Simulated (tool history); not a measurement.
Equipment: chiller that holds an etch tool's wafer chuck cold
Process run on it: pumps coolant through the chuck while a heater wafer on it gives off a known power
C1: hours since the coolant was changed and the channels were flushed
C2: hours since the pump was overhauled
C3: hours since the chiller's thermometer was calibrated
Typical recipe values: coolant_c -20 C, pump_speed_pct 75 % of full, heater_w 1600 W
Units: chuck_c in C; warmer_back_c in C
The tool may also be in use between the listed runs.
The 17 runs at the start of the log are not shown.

{"run": 18, "day": 63.0, "coolant_c": -20, "pump_speed_pct": 75, "heater_w": 1563, "C1": 121, "C2": 3653, "C3": 2608, "chuck_c": -6.6, "warmer_back_c": 7.12}
{"run": 19, "day": 67.633, "coolant_c": -12, "pump_speed_pct": 75, "heater_w": 1340, "C1": 232, "C2": 3764, "C3": 2719, "chuck_c": -0.5, "warmer_back_c": 6.02}
{"run": 20, "day": 71.95, "coolant_c": -12, "pump_speed_pct": 75, "heater_w": 1340, "C1": 336, "C2": 3868, "C3": 2823, "chuck_c": -0.5, "warmer_back_c": 6.13}
{"run": 21, "day": 76.312, "coolant_c": -17, "pump_speed_pct": 69, "heater_w": 1054, "C1": 441, "C2": 3972, "C3": 2927, "chuck_c": -7.3, "warmer_back_c": 5.18}
{"run": 22, "day": 80.008, "coolant_c": -29, "pump_speed_pct": 75, "heater_w": 1196, "C1": 529, "C2": 4061, "C3": 3016, "chuck_c": -18.6, "warmer_back_c": 5.43}
{"day": 81.617, "done": "chiller's thermometer calibrated"}
{"run": 23, "day": 83.75, "coolant_c": -29, "pump_speed_pct": 75, "heater_w": 1196, "C1": 618, "C2": 4150, "C3": 51, "chuck_c": -18.5, "warmer_back_c": 5.36}
{"run": 24, "day": 86.925, "coolant_c": -21, "pump_speed_pct": 71, "heater_w": 836, "C1": 694, "C2": 4226, "C3": 127, "chuck_c": -13.3, "warmer_back_c": 3.9}
{"run": 25, "day": 90.742, "coolant_c": -21, "pump_speed_pct": 71, "heater_w": 836, "C1": 786, "C2": 4318, "C3": 219, "chuck_c": -13.5, "warmer_back_c": 3.9}
{"run": 26, "day": 93.871, "coolant_c": -17, "pump_speed_pct": 71, "heater_w": 1302, "C1": 861, "C2": 4393, "C3": 294, "chuck_c": -5.1, "warmer_back_c": 6.18}
{"run": 27, "day": 95.938, "coolant_c": -20, "pump_speed_pct": 87, "heater_w": 1600, "C1": 911, "C2": 4442, "C3": 344, "chuck_c": -7.5, "warmer_back_c": 6.22}
{"run": 28, "day": 98.371, "coolant_c": -20, "pump_speed_pct": 87, "heater_w": 1600, "C1": 969, "C2": 4501, "C3": 402, "chuck_c": -7.5, "warmer_back_c": 6.14}
{"run": 29, "day": 102.167, "coolant_c": -30, "pump_speed_pct": 77, "heater_w": 1600, "C1": 1060, "C2": 4592, "C3": 493, "chuck_c": -16.5, "warmer_back_c": 7.08}
{"run": 30, "day": 104.875, "coolant_c": -17, "pump_speed_pct": 75, "heater_w": 906, "C1": 1125, "C2": 4657, "C3": 558, "chuck_c": -9.3, "warmer_back_c": 4.04}
{"run": 31, "day": 106.904, "coolant_c": -19, "pump_speed_pct": 83, "heater_w": 2367, "C1": 1174, "C2": 4706, "C3": 607, "chuck_c": 0.0, "warmer_back_c": 9.63}
{"run": 32, "day": 110.892, "coolant_c": -16, "pump_speed_pct": 72, "heater_w": 1163, "C1": 1270, "C2": 4801, "C3": 703, "chuck_c": -5.7, "warmer_back_c": 5.44}

Predict each of these 3 candidate next runs independently; none follows another, all start after run 32:
{"run": "A", "day": 115.362, "coolant_c": -20, "pump_speed_pct": 75, "heater_w": 1191, "C1": 1377, "C2": 4909, "C3": 810, "chuck_c": "?", "warmer_back_c": "?"}
{"run": "B", "day": 115.362, "coolant_c": -16, "pump_speed_pct": 72, "heater_w": 1813, "C1": 1377, "C2": 4909, "C3": 810, "chuck_c": "?", "warmer_back_c": "?"}
{"run": "C", "day": 115.362, "coolant_c": -20, "pump_speed_pct": 85, "heater_w": 1600, "C1": 1377, "C2": 4909, "C3": 810, "chuck_c": "?", "warmer_back_c": "?"}

run=A chuck_c=-9.6 warmer_back_c=5.35
run=B chuck_c=0.1 warmer_back_c=8.55
run=C chuck_c=-7.3 warmer_back_c=6.31
Without the tool's unlogged condition, the same runs would have read:
run=A chuck_c=-9.6 warmer_back_c=5.56
run=B chuck_c=0.1 warmer_back_c=8.75
run=C chuck_c=-7.3 warmer_back_c=6.51
